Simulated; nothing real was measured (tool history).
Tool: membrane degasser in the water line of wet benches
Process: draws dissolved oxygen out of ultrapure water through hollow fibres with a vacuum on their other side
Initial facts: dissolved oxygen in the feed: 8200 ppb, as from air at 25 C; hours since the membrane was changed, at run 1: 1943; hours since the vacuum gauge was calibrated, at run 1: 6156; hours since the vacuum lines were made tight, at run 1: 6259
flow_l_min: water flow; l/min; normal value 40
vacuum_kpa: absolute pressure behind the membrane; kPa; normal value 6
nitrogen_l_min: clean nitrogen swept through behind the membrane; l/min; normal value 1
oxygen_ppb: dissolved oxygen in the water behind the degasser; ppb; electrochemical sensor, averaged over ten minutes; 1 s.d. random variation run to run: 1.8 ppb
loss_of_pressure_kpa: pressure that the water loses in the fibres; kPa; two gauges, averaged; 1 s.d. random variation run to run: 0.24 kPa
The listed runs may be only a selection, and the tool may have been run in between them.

run	hour	flow_l_min	vacuum_kpa	nitrogen_l_min	hours since the membrane was changed	hours since the vacuum gauge was calibrated	hours since the vacuum lines were made tight	oxygen_ppb	loss_of_pressure_kpa
1	0	40	6	1	1943	6156	6259	250.4	63.08
2	39.5	40	6	0.45	1982	6195	6298	417.6	62.73
3	98	40	6	1	2041	6254	6357	254.2	62.55
# hour 137.8: seals of the vacuum lines changed
4	152.5	40	6	1	2093	6306	15	253.3	62.79
5	195.6	40	6	1	2136	6349	58	255.3	62.52
6	226.9	40	6	1	2168	6380	89	254.9	62.4
7	256.9	40	6	2.8	2198	6410	119	123.5	62.36
8	297.5	40	6	2.8	2238	6451	160	124.9	61.78
# hour 309.4: vacuum gauge calibrated
9	333	40	6	2.8	2273	24	195	124.5	62.32
10	389.1	40	6	2.8	2329	80	251	124	61.97
11	447	40	6	2.8	2387	138	309	123.4	61.96
12	497.8	40	6	1	2438	188	360	255.5	61.76
13	529.1	40	4.68	1	2469	220	391	150.2	61.93
14	584.4	40	6	1.18	2525	275	446	226.8	61.61
15	634.2	40	12.19	1	2575	325	496	698.8	61.63
16	690.4	40	12.19	1	2631	381	552	696.2	61.38
17	730.7	48	6	0.83	2671	421	592	352.5	73.51
18	778.5	48	6	0.83	2719	469	640	353.8	73.34
19	820.9	40	10.83	1.31	2761	512	683	497.3	61.79
20	869.6	34	4.46	0.51	2810	560	731	164.4	52.07
21	910.6	40	6	2.1	2851	601	772	151.9	60.93
22	951.9	33	6	1.05	2892	643	814	191.9	50.64
23	995	33	6	1.05	2935	686	857	194.7	50.47
24	1036.4	39	5.95	2.2	2977	727	898	140.2	59.54
# hour 1060.3: gauge calibrated
25	1062.1	49	14.28	1	3002	753	924	1012.1	76.72
26	1091.8	26	11.71	0.42	3032	782	954	877.8	40.87
27	1146.1	26	11.18	0.42	3086	837	1008	832.8	40.49
28	1172.1	26	11.18	0.42	3113	863	1034	829.1	40.28
29	1206.9	26	11.18	0.42	3147	898	1069	828.3	40.46
30	1260.1	40	6	0.67	3200	951	1122	325.9	61.92
31	1314.3	40	6	0.67	3255	1005	1176	331.1	62.04
32	1348	40	6	0.67	3288	1039	1210	326.1	62.17

Table of differences, measured result less the result of that run with no hidden state. Run-to-run variation is the same in both. Gauge scatter possibly is not:
What the log doesn't record here: membrane still open, %; true pressure behind the membrane over the reading, kPa; air that leaks in behind the membrane, l/min; drift of the gauge itself on oxygen_ppb, %; drift of the gauge itself on loss_of_pressure_kpa, %.
run	loss_of_pressure_kpa
1	+0
2	-0.06
3	-0.16
4	-0.25
5	-0.33
6	-0.38
7	-0.43
8	-0.49
9	-0.55
10	-0.65
11	-0.74
12	-0.83
13	-0.88
14	-0.97
15	-1.07
16	-1.16
17	-1.47
18	-1.56
19	-1.39
20	-1.24
21	-1.52
22	-1.33
23	-1.38
24	-1.7
25	+0.01
26	-0.03
27	-0.09
28	-0.12
29	-0.16
30	-0.32
31	-0.42
32	-0.48
For oxygen_ppb, the value without the hidden state is never more than 0.3 ppb from the measured value.
